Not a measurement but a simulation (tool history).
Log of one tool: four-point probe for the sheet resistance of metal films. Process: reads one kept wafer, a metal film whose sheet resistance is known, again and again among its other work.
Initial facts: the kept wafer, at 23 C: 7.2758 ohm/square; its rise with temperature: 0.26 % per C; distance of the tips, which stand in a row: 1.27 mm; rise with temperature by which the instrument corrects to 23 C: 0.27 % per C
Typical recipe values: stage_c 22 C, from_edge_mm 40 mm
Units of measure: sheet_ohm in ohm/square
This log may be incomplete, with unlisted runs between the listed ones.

{"run": 1, "hour": 0.0, "stage_c": 22, "from_edge_mm": 40, "sheet_ohm": 7.27997}
{"run": 2, "hour": 24.7, "stage_c": 22, "from_edge_mm": 43, "sheet_ohm": 7.280074}
{"run": 3, "hour": 42.4, "stage_c": 22, "from_edge_mm": 43, "sheet_ohm": 7.279024}
{"run": 4, "hour": 58.7, "stage_c": 33, "from_edge_mm": 43, "sheet_ohm": 7.275446}
{"run": 5, "hour": 81.2, "stage_c": 33, "from_edge_mm": 43, "sheet_ohm": 7.274252}
{"run": 6, "hour": 102.4, "stage_c": 22, "from_edge_mm": 40, "sheet_ohm": 7.279104}
{"run": 7, "hour": 123.5, "stage_c": 22, "from_edge_mm": 40, "sheet_ohm": 7.28028}
{"run": 8, "hour": 135.5, "stage_c": 22, "from_edge_mm": 5, "sheet_ohm": 7.51963}
{"run": 9, "hour": 161.0, "stage_c": 22, "from_edge_mm": 30, "sheet_ohm": 7.284902}
{"run": 10, "hour": 187.4, "stage_c": 22, "from_edge_mm": 20, "sheet_ohm": 7.29388}
{"run": 11, "hour": 204.7, "stage_c": 22, "from_edge_mm": 20, "sheet_ohm": 7.293174}
{"run": 12, "hour": 228.1, "stage_c": 22, "from_edge_mm": 40, "sheet_ohm": 7.281405}
{"run": 13, "hour": 249.6, "stage_c": 22, "from_edge_mm": 40, "sheet_ohm": 7.280421}
{"run": 14, "hour": 267.6, "stage_c": 22, "from_edge_mm": 40, "sheet_ohm": 7.28022}
{"run": 15, "hour": 286.5, "stage_c": 22, "from_edge_mm": 40, "sheet_ohm": 7.281263}
{"run": 16, "hour": 302.2, "stage_c": 34, "from_edge_mm": 6, "sheet_ohm": 7.439458}
{"run": 17, "hour": 322.4, "stage_c": 30, "from_edge_mm": 8, "sheet_ohm": 7.367727}
{"run": 18, "hour": 343.1, "stage_c": 28, "from_edge_mm": 40, "sheet_ohm": 7.27293}
{"run": 19, "hour": 365.9, "stage_c": 24, "from_edge_mm": 18, "sheet_ohm": 7.293953}
{"run": 20, "hour": 389.3, "stage_c": 24, "from_edge_mm": 18, "sheet_ohm": 7.295043}
{"run": 21, "hour": 413.2, "stage_c": 33, "from_edge_mm": 7, "sheet_ohm": 7.393654}
{"run": 22, "hour": 431.8, "stage_c": 22, "from_edge_mm": 57, "sheet_ohm": 7.279688}
{"run": 23, "hour": 448.1, "stage_c": 35, "from_edge_mm": 4, "sheet_ohm": 7.640741}
{"run": 24, "hour": 476.3, "stage_c": 23, "from_edge_mm": 40, "sheet_ohm": 7.280483}
{"run": 25, "hour": 494.3, "stage_c": 20, "from_edge_mm": 3, "sheet_ohm": 7.914092}
{"run": 26, "hour": 516.8, "stage_c": 20, "from_edge_mm": 3, "sheet_ohm": 7.912627}
{"run": 27, "hour": 532.2, "stage_c": 20, "from_edge_mm": 16, "sheet_ohm": 7.304246}
{"run": 28, "hour": 557.3, "stage_c": 31, "from_edge_mm": 4, "sheet_ohm": 7.642982}
{"run": 29, "hour": 581.2, "stage_c": 27, "from_edge_mm": 17, "sheet_ohm": 7.293271}

Each row is a separate what-if for the run after 29, all from the same tool condition, not one after another. Results?
{"run": "A", "hour": 600.2, "stage_c": 27, "from_edge_mm": 6, "sheet_ohm": "?"}
{"run": "B", "hour": 600.2, "stage_c": 19, "from_edge_mm": 17, "sheet_ohm": "?"}
{"run": "C", "hour": 600.2, "stage_c": 27, "from_edge_mm": 56, "sheet_ohm": "?"}
{"run": "D", "hour": 600.2, "stage_c": 29, "from_edge_mm": 5, "sheet_ohm": "?"}

run=A sheet_ohm=7.444613
run=B sheet_ohm=7.302530
run=C sheet_ohm=7.276454
run=D sheet_ohm=7.514999
Take away the tool's hidden state, keep each run's random variation, and the runs would have read:
run=A sheet_ohm=7.444801
run=B sheet_ohm=7.302713
run=C sheet_ohm=7.276638
run=D sheet_ohm=7.515189
